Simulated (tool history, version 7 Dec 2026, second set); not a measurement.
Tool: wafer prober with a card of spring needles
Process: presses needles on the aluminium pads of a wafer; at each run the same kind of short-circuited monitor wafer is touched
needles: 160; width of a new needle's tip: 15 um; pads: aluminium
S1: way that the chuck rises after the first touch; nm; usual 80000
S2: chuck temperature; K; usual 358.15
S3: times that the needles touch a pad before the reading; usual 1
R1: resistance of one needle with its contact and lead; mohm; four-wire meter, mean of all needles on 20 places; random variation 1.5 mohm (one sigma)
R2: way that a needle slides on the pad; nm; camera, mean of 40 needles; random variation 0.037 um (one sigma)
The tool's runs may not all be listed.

run	hour	S1	S2	S3	R1	R2
1	0	80000	358.15	1	181	22220
# hour 12.3: tips cleaned on abrasive film
# hour 30.7: tips cleaned on abrasive film
2	30.9	80000	358.15	1	143	22140
# hour 50.7: tips cleaned on abrasive film
3	58.7	80000	358.15	1	188	22100
# hour 69.9: tips cleaned on abrasive film
# hour 88.1: tips cleaned on abrasive film
4	88.8	80000	358.15	1	154	21970
# hour 106.6: tips cleaned on abrasive film
5	106.6	80000	358.15	1	147	21970
# hour 124.7: tips cleaned on abrasive film
6	125.5	80000	358.15	1	150	21960
# hour 144: tips cleaned on abrasive film
7	152.7	80000	352.15	1	198	21970
# hour 164: tips cleaned on abrasive film
8	170.5	80000	310.15	1	189	21880
# hour 183: tips cleaned on abrasive film
9	191.3	80000	310.15	1	187	21940
# hour 202.3: tips cleaned on abrasive film
10	219.2	80000	310.15	1	211	21890
# hour 222.3: tips cleaned on abrasive film
# hour 240.9: tips cleaned on abrasive film
11	250.5	80000	310.15	1	198	21810
# hour 259.3: tips cleaned on abrasive film
12	273.7	80000	358.15	1	212	21800
# hour 278.8: tips cleaned on abrasive film
13	296.6	80000	358.15	1	217	21820
# hour 298.5: tips cleaned on abrasive film
14	315.4	80000	358.15	1	212	21730
# hour 317: tips cleaned on abrasive film
# hour 336.6: tips cleaned on abrasive film
15	336.6	80000	358.15	1	147	21650
16	351.8	80000	358.15	1	212	21540
# hour 356: tips cleaned on abrasive film
17	373.5	80000	306.15	2	181	21650
# hour 376: tips cleaned on abrasive film
18	388.9	80000	306.15	2	174	21540
# hour 394.9: tips cleaned on abrasive film
19	402.3	93000	358.15	1	180	25250
# hour 405.5: height of the first contact set anew
# hour 415.9: tips cleaned on abrasive film
20	427.6	92000	349.15	1	193	24540
# hour 434.1: tips cleaned on abrasive film
21	441	79000	358.15	1	194	20870
# hour 453.3: tips cleaned on abrasive film
22	455.1	80000	317.15	2	146	21110
# hour 472.6: tips cleaned on abrasive film
23	473.7	86000	312.15	2	141	22780
# hour 491.6: tips cleaned on abrasive film
24	494.8	86000	312.15	2	150	22740
# hour 511.4: tips cleaned on abrasive film
25	525.4	73000	304.15	2	188	19090
# hour 529.5: tips cleaned on abrasive film
# hour 547.8: tips cleaned on abrasive film
26	557.1	62000	319.15	2	195	16000
# hour 561.7: height of the first contact set anew, once more
# hour 566.5: tips cleaned on abrasive film
27	584.3	62000	319.15	2	205	17250
# hour 587: tips cleaned on abrasive film
# hour 607: tips cleaned on abrasive film
28	609.6	60000	377.15	2	170	16660
29	622.8	76000	322.15	1	215	21120
# hour 626.6: tips cleaned on abrasive film
# hour 645.6: tips cleaned on abrasive film
30	649.8	80000	358.15	2	162	22070
# hour 663.9: tips cleaned on abrasive film
31	672	88000	313.15	1	179	24300

Forecast each of these 3 alternatives for the next run:
# hour 683.8: tips cleaned on abrasive film
# hour 702.5: tips cleaned on abrasive film
A	702.5	61000	365.15	2	?	?
# hour 683.8: tips cleaned on abrasive film
# hour 702.5: tips cleaned on abrasive film
B	702.5	64000	306.15	2	?	?
# hour 683.8: tips cleaned on abrasive film
# hour 702.5: tips cleaned on abrasive film
C	702.5	80000	358.15	2	?	?

run	R1	R2
A	145	16680
B	137	17530
C	141	21960
Without the tool's hidden state the same runs would have given:
run	R1	R2
A	140	16950
B	132	17790
C	138	22220
